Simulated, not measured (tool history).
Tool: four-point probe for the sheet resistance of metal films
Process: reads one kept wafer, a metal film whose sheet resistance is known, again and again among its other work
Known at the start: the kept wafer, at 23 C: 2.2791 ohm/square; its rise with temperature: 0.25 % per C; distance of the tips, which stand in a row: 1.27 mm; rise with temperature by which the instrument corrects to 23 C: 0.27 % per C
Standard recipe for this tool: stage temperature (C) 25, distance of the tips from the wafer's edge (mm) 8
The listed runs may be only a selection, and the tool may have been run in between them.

run   hour  stage temperature (C)  distance of the tips from the wafer's edge (mm)  sheet resistance as the instrument gives it (ohm/square)
  1    0.0                     25                                                8                                                  2.304825
  2   28.8                     25                                                8                                                  2.304608
  3   64.5                     25                                                8                                                  2.304773
  4   85.2                     25                                                3                                                  2.472539
  5  111.0                     19                                                8                                                  2.307309
  6  135.4                     25                                               42                                                  2.274960
  7  157.4                     31                                                8                                                  2.302030
  8  185.1                     25                                               54                                                  2.274755
  9  212.3                     30                                                8                                                  2.302762
 10  237.7                     25                                               51                                                  2.275333
 11  270.1                     25                                                8                                                  2.305240
 12  305.1                     25                                                8                                                  2.305129
 13  331.4                     25                                                8                                                  2.304490
 14  362.4                     25                                                8                                                  2.305154
 15  381.5                     28                                                8                                                  2.304222
 16  415.9                     20                                               10                                                  2.296035
 17  447.4                     20                                               10                                                  2.296590
 18  475.5                     20                                               10                                                  2.296051
 19  494.2                     20                                               10                                                  2.296182
 20  520.7                     33                                               10                                                  2.289763
 21  537.0                     19                                               23                                                  2.280466
 22  554.8                     20                                                3                                                  2.474610
 23  570.8                     20                                                3                                                  2.475673
 24  602.8                     25                                               29                                                  2.277162
 25  630.1                     23                                                4                                                  2.392248
 26  665.0                     20                                               11                                                  2.292157
 27  696.9                     27                                               12                                                  2.287099

3 ways to go on from here, each from the tool as it stands after run 27. What would each give?
  A  712.0                     21                                               10                                                         ?
  B  712.0                     20                                                8                                                         ?
  C  712.0                     34                                               12                                                         ?

run  sheet resistance as the instrument gives it (ohm/square)
  A                                                  2.296436
  B                                                  2.306516
  C                                                  2.284370
The same runs, with their run-to-run variation unchanged, on a tool lacking any hidden condition would have given:
run  sheet resistance as the instrument gives it (ohm/square)
  A                                                  2.300265
  B                                                  2.310363
  C                                                  2.288138
